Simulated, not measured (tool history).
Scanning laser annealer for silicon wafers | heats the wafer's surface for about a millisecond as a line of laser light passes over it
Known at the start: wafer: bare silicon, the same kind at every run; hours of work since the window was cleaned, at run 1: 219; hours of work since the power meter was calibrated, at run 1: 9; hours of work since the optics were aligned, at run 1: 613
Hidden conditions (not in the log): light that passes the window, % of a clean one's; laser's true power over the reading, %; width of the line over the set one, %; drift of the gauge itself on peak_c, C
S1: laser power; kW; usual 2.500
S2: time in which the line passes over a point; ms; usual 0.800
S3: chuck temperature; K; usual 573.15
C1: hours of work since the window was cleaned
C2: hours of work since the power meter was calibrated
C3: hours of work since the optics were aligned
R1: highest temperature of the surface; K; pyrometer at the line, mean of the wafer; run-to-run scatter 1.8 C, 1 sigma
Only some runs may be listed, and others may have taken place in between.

run	hour	S1	S2	S3	C1	C2	C3	R1
1	0.0	2.500	0.800	573.15	219	9	613	1265.15
2	26.1	2.568	0.800	573.15	238	28	632	1285.15
3	38.0	2.568	0.800	573.15	246	36	640	1286.15
4	65.1	2.568	0.800	573.15	266	56	660	1283.15
5	83.0	2.500	0.800	550.15	278	68	672	1244.15
6	99.6	2.500	0.800	557.15	290	80	684	1247.15
7	113.4	2.500	0.800	557.15	300	90	694	1245.15
8	125.5	2.500	0.800	557.15	309	99	702	1244.15
9	148.7	2.500	0.800	557.15	325	115	719	1243.15
10	169.6	2.500	0.800	557.15	340	130	734	1243.15
11	183.4	2.359	0.800	573.15	350	140	744	1212.15
12	209.0	2.359	0.800	573.15	368	158	762	1211.15
# hour 213.2: window over the wafer cleaned
13	232.3	2.359	0.800	573.15	14	173	777	1205.15
14	250.3	2.359	0.800	573.15	26	186	790	1208.15
15	275.9	2.359	0.800	573.15	45	204	808	1207.15
16	299.0	2.500	0.800	573.15	61	221	824	1254.15
17	322.8	2.540	0.888	573.15	78	238	841	1310.15
18	334.9	2.511	0.773	573.15	87	246	850	1240.15
# hour 343.8: window over the wafer cleaned, once more
19	348.3	2.720	0.800	573.15	3	254	858	1347.15
20	372.0	2.710	0.671	570.15	20	271	875	1257.15
21	391.1	2.126	0.677	573.15	34	285	889	1093.15

Expected results for the next run?
22	418.0	2.500	0.800	533.15	53	304	908	?

{"run 22": {"R1": 1228.15}}
Were there no unlogged condition in the tool, this run, its random variation unchanged, would have produced R1 1246.15 K.
